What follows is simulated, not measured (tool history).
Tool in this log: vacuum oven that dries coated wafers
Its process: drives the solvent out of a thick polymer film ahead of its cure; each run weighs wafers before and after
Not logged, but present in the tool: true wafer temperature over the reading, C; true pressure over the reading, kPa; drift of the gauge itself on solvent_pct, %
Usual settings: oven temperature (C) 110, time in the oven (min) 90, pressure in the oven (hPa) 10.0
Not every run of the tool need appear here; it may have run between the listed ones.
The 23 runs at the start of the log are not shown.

| run | hour | oven temperature (C) | time in the oven (min) | pressure in the oven (hPa) | hours of work since the thermocouples were calibrated | hours of work since the vacuum gauge was cleaned of residue | solvent left in the film (%) |
|---|---|---|---|---|---|---|---|
| 24 | 1931.6 | 105 | 85 | 10.0 | 444 | 297 | 3.19 |
| 25 | 2040.5 | 105 | 130 | 9.2 | 504 | 357 | 2.05 |
| 26 | 2140.6 | 106 | 161 | 33.2 | 559 | 412 | 4.60 |
| 27 | 2199.7 | 118 | 139 | 10.0 | 592 | 445 | 0.99 |
| 28 | 2253.8 | 118 | 139 | 10.0 | 622 | 475 | 0.97 |
| 29 | 2366.9 | 113 | 140 | 33.5 | 684 | 537 | 3.65 |
| 30 | 2487.8 | 113 | 50 | 9.2 | 751 | 604 | 3.64 |
| 31 | 2579.9 | 124 | 50 | 34.0 | 802 | 655 | 3.69 |
| 32 | 2643.5 | 110 | 90 | 10.8 | 837 | 690 | 2.42 |
| 33 | 2694.2 | 110 | 113 | 10.8 | 865 | 718 | 1.92 |
| 34 | 2810.6 | 110 | 113 | 10.8 | 930 | 783 | 1.92 |
| 35 | 2929.7 | 110 | 113 | 10.8 | 995 | 849 | 1.92 |
| 36 | 2995.5 | 120 | 76 | 10.8 | 1032 | 885 | 1.65 |
| 37 | 3081.7 | 116 | 75 | 20.2 | 1079 | 933 | 2.90 |
| 38 | 3178.4 | 116 | 75 | 20.2 | 1133 | 986 | 2.94 |
| 39 | 3265.9 | 116 | 75 | 20.2 | 1181 | 1034 | 2.92 |
| 40 | 3386.1 | 113 | 90 | 8.0 | 1248 | 1101 | 1.77 |
|  | 3467.2 | oven's thermocouples calibrated |
| 41 | 3509.9 | 118 | 90 | 12.6 | 24 | 1168 | 1.68 |
| 42 | 3566.1 | 118 | 90 | 12.6 | 55 | 1199 | 1.71 |
| 43 | 3651.4 | 110 | 67 | 5.6 | 102 | 1246 | 2.76 |
| 44 | 3765.0 | 110 | 90 | 18.9 | 165 | 1309 | 3.23 |
|  | 3832.8 | vacuum gauge cleaned of residue and calibrated |
| 45 | 3850.8 | 123 | 91 | 12.4 | 211 | 10 | 1.26 |
| 46 | 3935.2 | 100 | 102 | 27.9 | 258 | 57 | 5.92 |

What if the next run were any one of these 5? Each begins from the tool's condition after run 46:
| A | 4005.2 | 123 | 151 | 32.3 | 297 | 95 | ? |
| B | 4005.2 | 110 | 90 | 5.6 | 297 | 95 | ? |
| C | 4005.2 | 114 | 102 | 27.9 | 297 | 95 | ? |
| D | 4005.2 | 100 | 102 | 23.8 | 297 | 95 | ? |
| E | 4005.2 | 123 | 102 | 18.0 | 297 | 95 | ? |

| run | solvent left in the film (%) |
|---|---|
| A | 2.41 |
| B | 1.89 |
| C | 3.32 |
| D | 5.34 |
| E | 1.52 |
With no hidden state in the tool, these same runs would have given:
| run | solvent left in the film (%) |
|---|---|
| A | 2.41 |
| B | 1.89 |
| C | 3.32 |
| D | 5.34 |
| E | 1.52 |
